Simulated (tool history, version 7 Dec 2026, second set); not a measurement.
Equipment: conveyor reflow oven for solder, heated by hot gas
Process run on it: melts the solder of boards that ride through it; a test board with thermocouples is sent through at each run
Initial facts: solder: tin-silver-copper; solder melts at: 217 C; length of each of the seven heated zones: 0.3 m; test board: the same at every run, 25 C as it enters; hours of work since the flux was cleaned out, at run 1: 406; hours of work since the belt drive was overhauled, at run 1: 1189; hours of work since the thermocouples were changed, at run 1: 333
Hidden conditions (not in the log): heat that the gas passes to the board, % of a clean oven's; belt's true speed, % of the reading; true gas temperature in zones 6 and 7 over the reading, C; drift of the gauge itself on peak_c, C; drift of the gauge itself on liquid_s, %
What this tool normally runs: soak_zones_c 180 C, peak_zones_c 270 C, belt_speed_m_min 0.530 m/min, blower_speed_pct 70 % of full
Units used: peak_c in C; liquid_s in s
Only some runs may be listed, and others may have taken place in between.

run,hour,soak_zones_c,peak_zones_c,belt_speed_m_min,blower_speed_pct,hours of work since the flux was cleaned out,hours of work since the belt drive was overhauled,hours of work since the thermocouples were changed,peak_c,liquid_s
1,0.0,180,270,0.530,70,406,1189,333,256.9,57.7
# hour 54.1: flux residue cleaned out of gas plates and filters
2,98.7,167,270,0.530,70,29,1251,395,256.2,53.4
# hour 158.6: belt drive overhauled, speed set with a stopwatch
3,166.5,167,270,0.530,70,71,5,437,255.4,50.8
4,259.4,167,270,0.530,70,133,66,498,254.9,50.7
# hour 327.9: thermocouples of zones 6 and 7 changed
5,353.6,167,270,0.530,70,194,127,17,253.9,49.9
6,423.4,167,270,0.530,70,240,173,63,253.8,49.8
7,474.7,180,270,0.530,70,273,207,97,256.0,55.2
8,563.6,180,270,0.530,70,332,266,155,255.9,55.1
9,608.9,180,270,0.530,70,362,296,185,255.8,55.2
10,686.8,180,270,0.530,70,413,347,237,255.5,55.2
# hour 734.5: flux residue cleaned out of gas plates and filters
11,747.8,186,270,0.530,70,9,384,274,258.7,59.7
12,822.3,180,270,0.597,70,58,433,323,254.1,47.9
13,868.8,180,270,0.530,70,89,464,353,257.5,57.3
14,942.0,180,270,0.530,70,137,512,402,257.4,57.0
15,988.3,170,270,0.530,70,167,543,432,256.0,52.6
16,1060.7,169,277,0.530,70,215,590,480,261.9,55.6
17,1106.2,170,274,0.461,54,245,620,510,258.8,62.7
# hour 1152.5: thermocouples of zones 6 and 7 changed
18,1180.5,169,270,0.496,70,293,668,18,255.8,57.0
19,1261.7,170,270,0.496,61,346,722,72,253.6,54.9
20,1316.6,180,270,0.620,71,383,758,108,250.6,44.2
21,1371.6,180,270,0.620,71,419,794,145,250.8,44.2
# hour 1407.9: flux residue cleaned out of gas plates and filters
22,1459.0,192,279,0.477,71,34,849,199,270.0,74.9
23,1525.6,192,279,0.477,71,78,892,243,269.9,74.6
24,1581.0,192,279,0.477,71,114,929,279,269.8,74.8
25,1631.3,192,279,0.622,89,147,962,313,266.5,56.3
26,1675.8,180,270,0.530,70,177,992,342,257.4,57.4
27,1739.5,185,259,0.496,55,219,1034,384,246.4,55.6
28,1817.2,180,259,0.494,66,270,1085,435,248.0,56.4
29,1864.2,180,259,0.494,66,301,1116,466,248.2,56.4
30,1925.4,190,259,0.494,70,341,1156,507,250.3,62.9

Consider 3 possible next runs. They are alternatives, not a sequence: every one starts from the tool as it was left by run 30. What does each give?
# hour 1975.9: thermocouples of zones 6 and 7 changed
A,1983.5,190,260,0.494,63,378,1193,5,?,?
# hour 1975.9: thermocouples of zones 6 and 7 changed
B,1983.5,190,259,0.431,70,378,1193,5,?,?
# hour 1975.9: thermocouples of zones 6 and 7 changed
C,1983.5,187,270,0.530,74,378,1193,5,?,?

run,peak_c,liquid_s
A,248.2,60.2
B,251.3,73.5
C,257.0,60.3
Without the tool's hidden state the same runs would have given:
run,peak_c,liquid_s
A,249.4,59.3
B,252.5,72.0
C,258.6,59.3
